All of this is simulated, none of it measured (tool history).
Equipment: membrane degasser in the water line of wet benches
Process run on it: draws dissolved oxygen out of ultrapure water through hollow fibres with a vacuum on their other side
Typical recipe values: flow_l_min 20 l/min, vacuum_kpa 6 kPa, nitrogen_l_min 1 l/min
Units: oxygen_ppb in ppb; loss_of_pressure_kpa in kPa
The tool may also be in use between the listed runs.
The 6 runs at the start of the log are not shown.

run 7 hour=516.6 | flow_l_min=20 vacuum_kpa=6 nitrogen_l_min=1.42 | oxygen_ppb=94.5 loss_of_pressure_kpa=55.61
run 8 hour=620.7 | flow_l_min=20 vacuum_kpa=10.79 nitrogen_l_min=1 | oxygen_ppb=330.5 loss_of_pressure_kpa=55.12
run 9 hour=689 | flow_l_min=20 vacuum_kpa=10.79 nitrogen_l_min=1 | oxygen_ppb=332.9 loss_of_pressure_kpa=55.59
run 10 hour=802.4 | flow_l_min=21 vacuum_kpa=6 nitrogen_l_min=1 | oxygen_ppb=132.9 loss_of_pressure_kpa=58.2
run 11 hour=909 | flow_l_min=21 vacuum_kpa=6 nitrogen_l_min=1 | oxygen_ppb=134.3 loss_of_pressure_kpa=58.04
run 12 hour=1009.5 | flow_l_min=20 vacuum_kpa=6 nitrogen_l_min=1.33 | oxygen_ppb=100.3 loss_of_pressure_kpa=55.33
run 13 hour=1120 | flow_l_min=20 vacuum_kpa=6 nitrogen_l_min=1.33 | oxygen_ppb=99.2 loss_of_pressure_kpa=55.72
run 14 hour=1222.3 | flow_l_min=20 vacuum_kpa=6 nitrogen_l_min=1.33 | oxygen_ppb=100.1 loss_of_pressure_kpa=55.62
run 15 hour=1293.8 | flow_l_min=20 vacuum_kpa=6 nitrogen_l_min=1.52 | oxygen_ppb=88.6 loss_of_pressure_kpa=55.69
run 16 hour=1415.1 | flow_l_min=22 vacuum_kpa=11.16 nitrogen_l_min=0.86 | oxygen_ppb=431.4 loss_of_pressure_kpa=61.11
run 17 hour=1489.9 | flow_l_min=27 vacuum_kpa=10.12 nitrogen_l_min=0.54 | oxygen_ppb=634.3 loss_of_pressure_kpa=74.95
run 18 hour=1590.6 | flow_l_min=27 vacuum_kpa=4.54 nitrogen_l_min=2.72 | oxygen_ppb=44.3 loss_of_pressure_kpa=74.46
run 19 hour=1708 | flow_l_min=28 vacuum_kpa=8.04 nitrogen_l_min=1.01 | oxygen_ppb=290.8 loss_of_pressure_kpa=77.76
run 20 hour=1812 | flow_l_min=13 vacuum_kpa=8.04 nitrogen_l_min=1.01 | oxygen_ppb=145.7 loss_of_pressure_kpa=36.35
run 21 hour=1887 | flow_l_min=30 vacuum_kpa=5.65 nitrogen_l_min=0.99 | oxygen_ppb=174.7 loss_of_pressure_kpa=83.13
run 22 hour=1964.5 | flow_l_min=29 vacuum_kpa=4.46 nitrogen_l_min=1.33 | oxygen_ppb=77.8 loss_of_pressure_kpa=80.46
-- hour=1982.5 vacuum gauge calibrated
run 23 hour=2031.6 | flow_l_min=30 vacuum_kpa=6 nitrogen_l_min=1 | oxygen_ppb=193 loss_of_pressure_kpa=83.12
run 24 hour=2126.3 | flow_l_min=28 vacuum_kpa=5.09 nitrogen_l_min=0.51 | oxygen_ppb=205.9 loss_of_pressure_kpa=77.72
run 25 hour=2247.7 | flow_l_min=28 vacuum_kpa=5.09 nitrogen_l_min=0.51 | oxygen_ppb=205.4 loss_of_pressure_kpa=78.06
run 26 hour=2360.2 | flow_l_min=23 vacuum_kpa=8.85 nitrogen_l_min=2.87 | oxygen_ppb=114.9 loss_of_pressure_kpa=64.24
run 27 hour=2466.2 | flow_l_min=23 vacuum_kpa=8.85 nitrogen_l_min=2.87 | oxygen_ppb=114.7 loss_of_pressure_kpa=64.03
run 28 hour=2536.2 | flow_l_min=13 vacuum_kpa=8.85 nitrogen_l_min=2.87 | oxygen_ppb=63.1 loss_of_pressure_kpa=35.8
run 29 hour=2624.3 | flow_l_min=20 vacuum_kpa=11.09 nitrogen_l_min=2.6 | oxygen_ppb=147.3 loss_of_pressure_kpa=55.46
run 30 hour=2738.5 | flow_l_min=19 vacuum_kpa=6 nitrogen_l_min=1 | oxygen_ppb=121.4 loss_of_pressure_kpa=52.87

Below are 3 alternative next runs, each starting from the tool's condition after run 30. Predict each:
run A hour=2842.9 | flow_l_min=20 vacuum_kpa=11.15 nitrogen_l_min=1 | oxygen_ppb=? loss_of_pressure_kpa=?
run B hour=2842.9 | flow_l_min=20 vacuum_kpa=6 nitrogen_l_min=0.5 | oxygen_ppb=? loss_of_pressure_kpa=?
run C hour=2842.9 | flow_l_min=20 vacuum_kpa=6 nitrogen_l_min=1.85 | oxygen_ppb=? loss_of_pressure_kpa=?

run=A oxygen_ppb=347.3 loss_of_pressure_kpa=55.91
run=B oxygen_ppb=224.2 loss_of_pressure_kpa=55.74
run=C oxygen_ppb=74.9 loss_of_pressure_kpa=55.34
Without the tool's unlogged condition, the same runs would have read:
run=A oxygen_ppb=347.3 loss_of_pressure_kpa=55.9
run=B oxygen_ppb=224.2 loss_of_pressure_kpa=55.72
run=C oxygen_ppb=74.9 loss_of_pressure_kpa=55.33
